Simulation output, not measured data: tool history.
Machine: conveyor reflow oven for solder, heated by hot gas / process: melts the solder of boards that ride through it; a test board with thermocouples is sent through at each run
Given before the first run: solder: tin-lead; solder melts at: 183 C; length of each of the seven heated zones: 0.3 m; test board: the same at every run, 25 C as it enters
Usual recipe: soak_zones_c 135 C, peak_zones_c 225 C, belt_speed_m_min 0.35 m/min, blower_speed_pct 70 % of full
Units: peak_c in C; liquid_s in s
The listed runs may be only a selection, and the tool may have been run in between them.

| run | day | soak_zones_c | peak_zones_c | belt_speed_m_min | blower_speed_pct | peak_c | liquid_s |
|---|---|---|---|---|---|---|---|
| 1 | 0 | 135 | 225 | 0.35 | 70 | 211.5 | 72.2 |
| 2 | 1.796 | 135 | 225 | 0.391 | 70 | 208.5 | 59.9 |
| 3 | 2.938 | 135 | 225 | 0.35 | 73 | 212.2 | 72.9 |
| 4 | 5.129 | 135 | 225 | 0.35 | 73 | 212 | 72.2 |
| 5 | 7.458 | 135 | 225 | 0.35 | 73 | 211.6 | 72.1 |
|  | 8.817 | flux residue cleaned out of gas plates and filters |
| 6 | 8.983 | 135 | 221 | 0.35 | 70 | 209.2 | 70.3 |
| 7 | 10.762 | 135 | 221 | 0.35 | 70 | 209 | 70.1 |
| 8 | 12.438 | 129 | 221 | 0.35 | 70 | 208.3 | 66 |
| 9 | 13.704 | 135 | 225 | 0.35 | 70 | 212.2 | 74.2 |
| 10 | 14.717 | 135 | 225 | 0.35 | 70 | 212.2 | 74.1 |
| 11 | 16.183 | 135 | 215 | 0.35 | 70 | 203.1 | 61.6 |
| 12 | 17.462 | 135 | 225 | 0.395 | 70 | 208.6 | 60.3 |
| 13 | 19.283 | 135 | 225 | 0.35 | 70 | 211.4 | 73.4 |
|  | 20.104 | thermocouples of zones 6 and 7 changed |
| 14 | 21.796 | 135 | 225 | 0.35 | 70 | 213.1 | 74.8 |
| 15 | 22.879 | 135 | 225 | 0.396 | 70 | 209.9 | 61 |
| 16 | 25.183 | 138 | 226 | 0.396 | 70 | 210.9 | 63.7 |
|  | 27.162 | belt drive overhauled, speed set with a stopwatch |
| 17 | 27.296 | 135 | 225 | 0.301 | 80 | 216.6 | 92.2 |
| 18 | 28.896 | 144 | 224 | 0.381 | 59 | 208.3 | 63.5 |
| 19 | 30.925 | 129 | 224 | 0.381 | 71 | 206.8 | 56.6 |
| 20 | 32.579 | 143 | 214 | 0.381 | 69 | 200.8 | 53.3 |
| 21 | 34.525 | 143 | 234 | 0.381 | 69 | 217.5 | 74 |
|  | 35.388 | flux residue cleaned out of gas plates and filters |
| 22 | 35.925 | 135 | 216 | 0.35 | 50 | 200.8 | 55 |
| 23 | 37.346 | 135 | 223 | 0.333 | 70 | 211.6 | 77.6 |
| 24 | 38.504 | 135 | 223 | 0.333 | 70 | 212 | 77 |
| 25 | 39.85 | 135 | 225 | 0.35 | 62 | 211 | 70.6 |
| 26 | 41.079 | 135 | 213 | 0.35 | 67 | 200.8 | 57 |
| 27 | 43.025 | 150 | 231 | 0.415 | 53 | 211.9 | 64.5 |
| 28 | 44.617 | 150 | 231 | 0.415 | 53 | 211.6 | 64.5 |
| 29 | 46 | 135 | 225 | 0.395 | 70 | 208.6 | 59 |
| 30 | 48.317 | 139 | 220 | 0.282 | 82 | 213.3 | 98.2 |

Consider 3 possible next runs. They are alternatives, not a sequence: every one starts from the tool as it was left by run 30. What does each give?
| A | 50.388 | 135 | 235 | 0.35 | 70 | ? | ? |
| B | 50.388 | 135 | 238 | 0.345 | 70 | ? | ? |
| C | 50.388 | 139 | 220 | 0.301 | 82 | ? | ? |

| run | peak_c | liquid_s |
|---|---|---|
| A | 220.7 | 80.9 |
| B | 223.5 | 85 |
| C | 211.8 | 90.2 |
The same runs, with their run-to-run variation unchanged, on a tool lacking any hidden condition would have given:
| run | peak_c | liquid_s |
|---|---|---|
| A | 223.1 | 82.3 |
| B | 225.9 | 86.2 |
| C | 213.9 | 92.3 |
